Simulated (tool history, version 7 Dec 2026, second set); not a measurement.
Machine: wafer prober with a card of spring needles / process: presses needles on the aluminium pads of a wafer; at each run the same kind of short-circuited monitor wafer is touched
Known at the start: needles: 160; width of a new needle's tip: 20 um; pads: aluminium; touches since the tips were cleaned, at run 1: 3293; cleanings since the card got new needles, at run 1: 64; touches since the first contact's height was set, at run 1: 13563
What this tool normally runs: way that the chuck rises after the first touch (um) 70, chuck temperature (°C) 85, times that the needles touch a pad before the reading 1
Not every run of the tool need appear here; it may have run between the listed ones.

run     day  way that the chuck rises after the first touch (um)  chuck temperature (°C)  times that the needles touch a pad before the reading  touches since the tips were cleaned  cleanings since the card got new needles  touches since the first contact's height was set  resistance of one needle with its contact and lead (mohm)  way that a needle slides on the pad (um)
  1   0.000                                                   70                      85                                                      1                                 3293                                        64                                             13563                                                        310                                     13.43
      0.279  -- tips cleaned on abrasive film
  2   0.696                                                   70                      85                                                      1                                 3373                                        65                                             19143                                                        313                                     13.41
      0.942  -- tips cleaned on abrasive film
  3   1.204                                                   70                      85                                                      1                                 2116                                        66                                             23230                                                        301                                     13.40
      1.658  -- tips cleaned on abrasive film
  4   1.825                                                   70                      85                                                      1                                 1345                                        67                                             28193                                                        294                                     13.38
      2.354  -- tips cleaned on abrasive film
      3.017  -- tips cleaned on abrasive film
  5   3.017                                                   70                      85                                                      1                                    0                                        69                                             37749                                                        276                                     13.33
      3.742  -- tips cleaned on abrasive film
  6   3.808                                                   70                      85                                                      1                                  562                                        70                                             44114                                                        285                                     13.35
      4.396  -- tips cleaned on abrasive film
  7   4.592                                                   70                      85                                                      1                                 1563                                        71                                             50386                                                        304                                     13.33
      5.079  -- tips cleaned on abrasive film
  8   5.617                                                   59                      85                                                      1                                 4354                                        72                                             58648                                                        347                                     11.23
      5.750  -- tips cleaned on abrasive film
      6.433  -- tips cleaned on abrasive film
  9   6.625                                                   59                      79                                                      2                                 1516                                        74                                             66696                                                        291                                     11.19
      7.175  -- tips cleaned on abrasive film
 10   7.633                                                   59                      79                                                      2                                 3696                                        75                                             74819                                                        314                                     11.20
      7.825  -- tips cleaned on abrasive film
 11   8.233                                                   51                      61                                                      3                                 3310                                        76                                             79635                                                        301                                      9.62
      8.321  -- height of the first contact set anew
      8.496  -- tips cleaned on abrasive film
 12   9.062                                                   88                      61                                                      1                                 4577                                        77                                              5951                                                        297                                     16.71
      9.225  -- tips cleaned on abrasive film
      9.879  -- tips cleaned on abrasive film
 13  10.171                                                   88                      61                                                      1                                 2361                                        79                                             14859                                                        290                                     16.67
     10.575  -- tips cleaned on abrasive film
     10.679  -- height of the first contact set anew, once more
 14  11.192                                                   88                      61                                                      1                                 4881                                        80                                              4147                                                        296                                     16.88
     11.292  -- tips cleaned on abrasive film
     11.954  -- tips cleaned on abrasive film
 15  12.133                                                   88                      28                                                      1                                 1453                                        82                                             11694                                                        269                                     16.88
     12.617  -- tips cleaned on abrasive film
 16  12.771                                                   88                      28                                                      1                                 1249                                        83                                             16803                                                        268                                     16.85

Alternative continuations, all from the tool just after run 16; predict every row:
     13.288  -- tips cleaned on abrasive film
  A  13.596                                                   52                      85                                                      1                                 2476                                        84                                             23402                                                          ?                                         ?
     13.288  -- tips cleaned on abrasive film
  B  13.596                                                   55                      51                                                      1                                 2476                                        84                                             23402                                                          ?                                         ?
     13.288  -- tips cleaned on abrasive film
  C  13.596                                                   52                      36                                                      1                                 2476                                        84                                             23402                                                          ?                                         ?
     13.288  -- tips cleaned on abrasive film
  D  13.596                                                   88                      39                                                      1                                 2476                                        84                                             23402                                                          ?                                         ?
     13.288  -- tips cleaned on abrasive film
  E  13.596                                                   75                      67                                                      1                                 2476                                        84                                             23402                                                          ?                                         ?

run  resistance of one needle with its contact and lead (mohm)  way that a needle slides on the pad (um)
  A                                                        338                                      9.94
  B                                                        319                                     10.53
  C                                                        328                                      9.94
  D                                                        278                                     16.85
  E                                                        294                                     14.35
Take away the tool's hidden state, keep each run's random variation, and the runs would have read:
run  resistance of one needle with its contact and lead (mohm)  way that a needle slides on the pad (um)
  A                                                        277                                      9.98
  B                                                        262                                     10.57
  C                                                        263                                      9.98
  D                                                        253                                     16.89
  E                                                        262                                     14.39
